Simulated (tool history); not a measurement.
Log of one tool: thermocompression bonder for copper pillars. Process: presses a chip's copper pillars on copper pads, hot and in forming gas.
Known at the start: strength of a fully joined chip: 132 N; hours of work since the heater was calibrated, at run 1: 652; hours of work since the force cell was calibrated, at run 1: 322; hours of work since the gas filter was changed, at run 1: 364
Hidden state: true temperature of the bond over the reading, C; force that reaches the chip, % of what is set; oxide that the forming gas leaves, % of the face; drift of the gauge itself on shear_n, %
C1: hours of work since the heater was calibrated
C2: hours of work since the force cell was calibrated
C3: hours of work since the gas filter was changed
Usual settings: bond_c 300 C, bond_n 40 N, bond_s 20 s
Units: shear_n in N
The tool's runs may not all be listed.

{"run": 1, "hour": 0.0, "bond_c": 300, "bond_n": 40, "bond_s": 20, "C1": 652, "C2": 322, "C3": 364, "shear_n": 42.7}
{"hour": 8.6, "done": "forming gas filter changed"}
{"run": 2, "hour": 14.3, "bond_c": 300, "bond_n": 40, "bond_s": 20, "C1": 657, "C2": 328, "C3": 2, "shear_n": 45.4}
{"run": 3, "hour": 38.7, "bond_c": 300, "bond_n": 40, "bond_s": 20, "C1": 667, "C2": 338, "C3": 12, "shear_n": 45.4}
{"run": 4, "hour": 63.7, "bond_c": 300, "bond_n": 40, "bond_s": 20, "C1": 678, "C2": 348, "C3": 23, "shear_n": 44.6}
{"run": 5, "hour": 83.3, "bond_c": 300, "bond_n": 40, "bond_s": 20, "C1": 686, "C2": 356, "C3": 31, "shear_n": 43.9}
{"run": 6, "hour": 101.1, "bond_c": 300, "bond_n": 40, "bond_s": 20, "C1": 693, "C2": 363, "C3": 38, "shear_n": 44.3}
{"run": 7, "hour": 115.2, "bond_c": 300, "bond_n": 40, "bond_s": 20, "C1": 699, "C2": 369, "C3": 44, "shear_n": 44.5}
{"run": 8, "hour": 128.0, "bond_c": 300, "bond_n": 40, "bond_s": 20, "C1": 704, "C2": 375, "C3": 49, "shear_n": 44.4}
{"run": 9, "hour": 139.2, "bond_c": 300, "bond_n": 40, "bond_s": 20, "C1": 709, "C2": 379, "C3": 54, "shear_n": 45.1}
{"run": 10, "hour": 155.5, "bond_c": 300, "bond_n": 40, "bond_s": 20, "C1": 716, "C2": 386, "C3": 61, "shear_n": 44.6}
{"run": 11, "hour": 176.2, "bond_c": 300, "bond_n": 40, "bond_s": 20, "C1": 724, "C2": 395, "C3": 69, "shear_n": 42.5}
{"run": 12, "hour": 197.3, "bond_c": 300, "bond_n": 40, "bond_s": 20, "C1": 733, "C2": 403, "C3": 78, "shear_n": 43.6}
{"run": 13, "hour": 213.1, "bond_c": 300, "bond_n": 40, "bond_s": 20, "C1": 739, "C2": 410, "C3": 85, "shear_n": 43}
{"run": 14, "hour": 235.3, "bond_c": 300, "bond_n": 40, "bond_s": 20, "C1": 749, "C2": 419, "C3": 94, "shear_n": 42.6}
{"run": 15, "hour": 255.0, "bond_c": 284, "bond_n": 40, "bond_s": 20, "C1": 757, "C2": 427, "C3": 102, "shear_n": 32.6}
{"run": 16, "hour": 271.3, "bond_c": 317, "bond_n": 40, "bond_s": 20, "C1": 764, "C2": 434, "C3": 109, "shear_n": 54.3}
{"run": 17, "hour": 287.2, "bond_c": 317, "bond_n": 40, "bond_s": 20, "C1": 770, "C2": 440, "C3": 115, "shear_n": 55.6}
{"run": 18, "hour": 306.7, "bond_c": 317, "bond_n": 28, "bond_s": 20, "C1": 778, "C2": 448, "C3": 123, "shear_n": 45.6}
{"run": 19, "hour": 322.0, "bond_c": 300, "bond_n": 40, "bond_s": 19, "C1": 784, "C2": 455, "C3": 130, "shear_n": 41.9}
{"run": 20, "hour": 333.7, "bond_c": 300, "bond_n": 40, "bond_s": 20, "C1": 789, "C2": 460, "C3": 134, "shear_n": 43.2}
{"run": 21, "hour": 356.7, "bond_c": 300, "bond_n": 40, "bond_s": 20, "C1": 799, "C2": 469, "C3": 144, "shear_n": 42.2}
{"run": 22, "hour": 371.9, "bond_c": 325, "bond_n": 43, "bond_s": 20, "C1": 805, "C2": 475, "C3": 150, "shear_n": 62.8}
{"hour": 388.6, "done": "heater calibrated with a thermocouple chip"}
{"run": 23, "hour": 399.3, "bond_c": 325, "bond_n": 43, "bond_s": 20, "C1": 4, "C2": 486, "C3": 161, "shear_n": 73.2}
{"run": 24, "hour": 412.6, "bond_c": 325, "bond_n": 43, "bond_s": 20, "C1": 10, "C2": 491, "C3": 166, "shear_n": 74.3}
{"run": 25, "hour": 423.9, "bond_c": 325, "bond_n": 43, "bond_s": 20, "C1": 15, "C2": 496, "C3": 171, "shear_n": 74.4}
{"run": 26, "hour": 443.4, "bond_c": 325, "bond_n": 43, "bond_s": 20, "C1": 23, "C2": 504, "C3": 179, "shear_n": 72.4}
{"run": 27, "hour": 458.0, "bond_c": 303, "bond_n": 43, "bond_s": 20, "C1": 29, "C2": 510, "C3": 185, "shear_n": 54.6}
{"run": 28, "hour": 482.0, "bond_c": 272, "bond_n": 52, "bond_s": 27, "C1": 39, "C2": 520, "C3": 195, "shear_n": 42.3}
{"run": 29, "hour": 502.7, "bond_c": 277, "bond_n": 54, "bond_s": 20, "C1": 47, "C2": 529, "C3": 203, "shear_n": 41.1}
{"run": 30, "hour": 525.1, "bond_c": 277, "bond_n": 38, "bond_s": 20, "C1": 56, "C2": 538, "C3": 213, "shear_n": 32.7}
{"run": 31, "hour": 539.2, "bond_c": 300, "bond_n": 58, "bond_s": 29, "C1": 62, "C2": 544, "C3": 219, "shear_n": 68.6}
{"run": 32, "hour": 554.3, "bond_c": 322, "bond_n": 43, "bond_s": 36, "C1": 68, "C2": 550, "C3": 225, "shear_n": 83.1}
{"run": 33, "hour": 565.7, "bond_c": 322, "bond_n": 30, "bond_s": 16, "C1": 73, "C2": 555, "C3": 229, "shear_n": 53.7}
{"run": 34, "hour": 580.3, "bond_c": 322, "bond_n": 44, "bond_s": 26, "C1": 79, "C2": 561, "C3": 236, "shear_n": 75.1}
{"run": 35, "hour": 593.0, "bond_c": 271, "bond_n": 35, "bond_s": 32, "C1": 85, "C2": 566, "C3": 241, "shear_n": 34.2}
{"run": 36, "hour": 610.4, "bond_c": 271, "bond_n": 35, "bond_s": 32, "C1": 92, "C2": 573, "C3": 248, "shear_n": 34.1}
{"run": 37, "hour": 626.5, "bond_c": 271, "bond_n": 35, "bond_s": 32, "C1": 98, "C2": 580, "C3": 255, "shear_n": 33.4}
{"run": 38, "hour": 646.9, "bond_c": 281, "bond_n": 29, "bond_s": 26, "C1": 107, "C2": 588, "C3": 263, "shear_n": 33.8}
{"run": 39, "hour": 659.3, "bond_c": 302, "bond_n": 56, "bond_s": 26, "C1": 112, "C2": 593, "C3": 268, "shear_n": 66.3}
{"run": 40, "hour": 673.5, "bond_c": 302, "bond_n": 56, "bond_s": 26, "C1": 118, "C2": 599, "C3": 274, "shear_n": 67}

The same runs without the tool's hidden state, with the same run-to-run variation:
run=1 shear_n=52.4
run=2 shear_n=53.1
run=3 shear_n=53.2
run=4 shear_n=52.5
run=5 shear_n=52
run=6 shear_n=52.5
run=7 shear_n=52.8
run=8 shear_n=52.9
run=9 shear_n=53.8
run=10 shear_n=53.2
run=11 shear_n=51.2
run=12 shear_n=52.5
run=13 shear_n=52
run=14 shear_n=51.8
run=15 shear_n=40.5
run=16 shear_n=64.7
run=17 shear_n=66.2
run=18 shear_n=55.3
run=19 shear_n=51.6
run=20 shear_n=53.2
run=21 shear_n=52.4
run=22 shear_n=74.6
run=23 shear_n=75
run=24 shear_n=76.3
run=25 shear_n=76.5
run=26 shear_n=74.7
run=27 shear_n=56.4
run=28 shear_n=43.9
run=29 shear_n=42.8
run=30 shear_n=34.2
run=31 shear_n=71.7
run=32 shear_n=86.8
run=33 shear_n=56.4
run=34 shear_n=78.8
run=35 shear_n=36.2
run=36 shear_n=36.2
run=37 shear_n=35.6
run=38 shear_n=36.1
run=39 shear_n=70.5
run=40 shear_n=71.5

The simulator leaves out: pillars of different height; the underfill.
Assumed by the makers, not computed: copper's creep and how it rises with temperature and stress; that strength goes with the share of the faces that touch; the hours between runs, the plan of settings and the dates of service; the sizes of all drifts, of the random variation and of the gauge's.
